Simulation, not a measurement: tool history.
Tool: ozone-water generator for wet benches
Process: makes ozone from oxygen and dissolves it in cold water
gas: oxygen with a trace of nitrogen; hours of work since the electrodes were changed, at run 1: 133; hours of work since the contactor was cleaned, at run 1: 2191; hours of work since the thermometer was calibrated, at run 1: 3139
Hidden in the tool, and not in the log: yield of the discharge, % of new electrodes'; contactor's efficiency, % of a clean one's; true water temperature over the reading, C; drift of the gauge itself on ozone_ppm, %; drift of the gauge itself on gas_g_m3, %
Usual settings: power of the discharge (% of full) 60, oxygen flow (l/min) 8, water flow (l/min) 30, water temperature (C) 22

run     day  power of the discharge (% of full)  oxygen flow (l/min)  water flow (l/min)  water temperature (C)  hours of work since the electrodes were changed  hours of work since the contactor was cleaned  hours of work since the thermometer was calibrated  dissolved ozone (ppm)  ozone in the gas ahead of the water (g/m3)
  1       0                                  60                    8                  30                     22                                              133                                           2191                                                3139                   10.6                                       133.2
  2   1.629                                  60                    8                  30                     22                                              170                                           2228                                                3177                   10.6                                         135
  3   3.462                                  60                    8                  30                     22                                              212                                           2270                                                3218                   10.5                                       136.1
  4   4.967                                  60                    8                  24                     22                                              246                                           2304                                                3253                   12.3                                       136.7
  5   6.212                                  60                    8                  24                     22                                              275                                           2332                                                3281                   12.4                                         135
  6    7.05                                  60                    8                  24                     22                                              294                                           2351                                                3300                   12.3                                       134.5
  7   8.542                                  60                    8                  24                     22                                              328                                           2385                                                3334                   12.6                                       134.5
  8  10.033                                  84                    8                  24                     22                                              362                                           2419                                                3368                   15.3                                         166
  9  11.921                                  65                    8                  24                     28                                              405                                           2462                                                3411                   11.7                                         141
 10  13.754                                  50                 5.73                  31                     22                                              447                                           2504                                                3453                    9.3                                       148.2
 11  15.346                                  88                 8.51                  40                     22                                              483                                           2540                                                3489                   10.4                                       164.1

4 ways to go on from here, each from the tool as it stands after run 11. What would each give?
  A  17.058                                  88                11.65                  37                     22                                              522                                           2579                                                3528                      ?                                           ?
  B  17.058                                  88                 8.51                  40                     19                                              522                                           2579                                                3528                      ?                                           ?
  C  17.058                                  60                    8                  46                     30                                              522                                           2579                                                3528                      ?                                           ?
  D  17.058                                  88                 4.17                  29                     25                                              522                                           2579                                                3528                      ?                                           ?

run  dissolved ozone (ppm)  ozone in the gas ahead of the water (g/m3)
  A                   10.8                                       135.5
  B                   11.1                                       165.4
  C                    6.5                                       134.4
  D                   13.6                                       255.2
Without the tool's hidden state the same runs would have given:
run  dissolved ozone (ppm)  ozone in the gas ahead of the water (g/m3)
  A                   11.4                                       137.8
  B                   11.8                                       168.2
  C                    6.9                                       136.2
  D                   14.4                                       259.5
